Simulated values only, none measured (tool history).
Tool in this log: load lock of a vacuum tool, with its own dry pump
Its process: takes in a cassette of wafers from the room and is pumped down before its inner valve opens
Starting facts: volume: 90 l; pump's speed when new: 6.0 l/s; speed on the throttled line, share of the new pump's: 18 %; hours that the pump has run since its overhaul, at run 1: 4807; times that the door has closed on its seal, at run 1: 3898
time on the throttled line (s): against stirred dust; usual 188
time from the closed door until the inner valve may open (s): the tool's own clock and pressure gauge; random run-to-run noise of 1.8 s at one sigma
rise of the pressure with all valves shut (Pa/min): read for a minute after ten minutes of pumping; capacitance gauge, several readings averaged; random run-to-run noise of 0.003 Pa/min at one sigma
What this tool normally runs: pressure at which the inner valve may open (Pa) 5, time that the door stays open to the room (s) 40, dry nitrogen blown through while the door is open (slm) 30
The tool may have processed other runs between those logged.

run,hour,time on the throttled line (s),pressure at which the inner valve may open (Pa),time that the door stays open to the room (s),dry nitrogen blown through while the door is open (slm),hours that the pump has run since its overhaul,times that the door has closed on its seal,"incoming humidity of the room's air, %",time from the closed door until the inner valve may open (s),rise of the pressure with all valves shut (Pa/min)
1,0.0,188,5,40,30,4807,3898,44.3,303.7,0.015
2,296.2,188,5,40,30,5104,4301,43.3,307.2,0.025
3,656.7,188,5,40,7,5464,4793,45.5,304.4,0.028
4,1038.0,188,5,40,7,5845,5312,45.5,303.8,0.032
5,1365.9,188,5,40,7,6173,5759,44.7,303.4,0.033
6,1617.7,188,5,40,30,6425,6102,46.5,307.8,0.022
7,1912.8,188,5,40,30,6720,6505,44.2,302.1,0.016
8,2313.8,188,5,40,8,7121,7051,45.3,301.0,0.033
9,2712.1,188,5,40,8,7520,7594,43.6,305.0,0.028
10,2939.7,188,5,40,10,7747,7904,43.4,303.6,0.023
11,3346.4,188,5,40,10,8154,8459,45.7,304.3,0.024
12,3640.4,188,5,40,10,8448,8859,42.0,304.3,0.019
13,4019.7,188,5,51,30,8827,9376,51.3,304.4,0.022
14,4334.3,188,9,40,30,9142,9805,44.0,293.9,0.015
15,4580.8,188,6,40,30,9388,10141,45.8,300.7,0.020
16,4935.6,188,5,96,30,9743,10625,45.5,301.8,0.040
17,5332.7,225,5,40,30,10140,11166,47.0,332.4,0.023
18,5730.7,188,5,40,30,10538,11708,41.8,303.5,0.017
19,6190.6,188,7,40,30,10998,12335,46.9,297.2,0.022
20,6615.4,294,4,40,30,11423,12914,45.9,395.4,0.017
21,6839.4,294,4,40,30,11647,13220,44.4,397.2,0.017
22,7235.9,158,5,40,13,12043,13760,44.4,278.0,0.025
23,7628.1,163,8,31,13,12436,14295,45.1,274.7,0.016
24,7954.5,98,5,40,17,12762,14739,46.3,229.3,0.030
25,8427.1,98,5,40,17,13235,15383,44.6,230.7,0.023
26,8833.2,98,5,40,17,13641,15937,43.9,231.1,0.023
27,9092.5,362,5,40,30,13900,16290,45.6,450.9,0.019
28,9336.8,362,5,40,30,14144,16623,45.9,445.2,0.017
29,9623.9,95,8,40,30,14431,17015,45.3,220.2,0.022
30,9874.6,95,5,40,32,14682,17356,47.0,228.2,0.019
31,10175.1,126,6,72,6,14983,17766,42.6,247.3,0.042
32,10495.3,126,6,72,6,15303,18202,48.8,248.6,0.051
33,10763.1,188,5,40,24,15571,18567,44.1,302.2,0.019
34,11244.4,188,5,40,24,16052,19223,45.6,304.9,0.019
35,11682.7,128,4,183,6,16490,19821,43.9,259.5,0.089
36,12002.5,172,7,40,30,16810,20257,42.5,286.2,0.017
37,12219.2,172,7,40,30,17027,20552,48.0,286.2,0.019

Each row is a separate what-if for the run after 37, all from the same tool condition, not one after another. Results?
A,12452.9,188,5,44,29,17260,20871,51.0,?,?
B,12452.9,172,6,184,30,17260,20871,45.8,?,?
C,12452.9,188,8,73,26,17260,20871,44.4,?,?

run,time from the closed door until the inner valve may open (s),rise of the pressure with all valves shut (Pa/min)
A,302.3,0.025
B,287.3,0.065
C,298.4,0.028
The same runs, with their run-to-run variation unchanged, on a tool lacking any hidden condition would have given:
run,time from the closed door until the inner valve may open (s),rise of the pressure with all valves shut (Pa/min)
A,302.0,0.025
B,287.0,0.064
C,298.1,0.027

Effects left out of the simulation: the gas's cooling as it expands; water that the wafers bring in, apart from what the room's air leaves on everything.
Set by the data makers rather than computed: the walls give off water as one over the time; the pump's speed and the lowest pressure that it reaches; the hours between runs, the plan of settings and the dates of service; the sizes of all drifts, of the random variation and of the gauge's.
